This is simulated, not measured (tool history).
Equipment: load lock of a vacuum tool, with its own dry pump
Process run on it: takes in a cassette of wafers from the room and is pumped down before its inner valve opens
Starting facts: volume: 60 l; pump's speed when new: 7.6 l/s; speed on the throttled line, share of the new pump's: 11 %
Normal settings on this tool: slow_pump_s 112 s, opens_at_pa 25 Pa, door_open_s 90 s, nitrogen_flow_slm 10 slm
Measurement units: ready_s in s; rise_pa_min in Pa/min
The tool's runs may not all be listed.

run	day	slow_pump_s	opens_at_pa	door_open_s	nitrogen_flow_slm	incoming humidity of the room's air, %	ready_s	rise_pa_min
1	0	112	25	90	10	44.7	170.5	0.048
2	3.996	112	25	90	10	40.6	171.3	0.052
3	9.571	112	25	90	10	45.4	168.6	0.055
4	14.708	116	25	90	10	43.8	174.4	0.058
5	19.904	116	25	90	10	44.9	171.1	0.054
6	25.525	116	25	99	10	45.1	175	0.066
7	32.596	116	25	99	10	42.4	174.7	0.067
8	37.221	116	25	99	10	42.5	172.7	0.074
9	44.917	66	25	99	10	45.5	130.6	0.074
10	49.567	66	25	99	10	45.4	131.4	0.084
11	54.171	112	25	83	10	45.9	170	0.085
12	59.183	112	25	83	10	46.4	171	0.088
13	64.129	69	25	35	45	45.5	135.1	0.069
14	71.004	69	25	35	45	47	134.5	0.08
15	78.358	69	25	35	45	44.1	134.8	0.082
16	86.042	112	25	90	8	42.7	172.1	0.11

What will run 17 give?
17	93.15	91	36	177	42	43.4	?	?

ready_s: 149.7 s
rise_pa_min: 0.102 Pa/min
Were there no unlogged condition in the tool, this run, its random variation unchanged, would have produced ready_s 143.3 s, rise_pa_min 0.019 Pa/min.
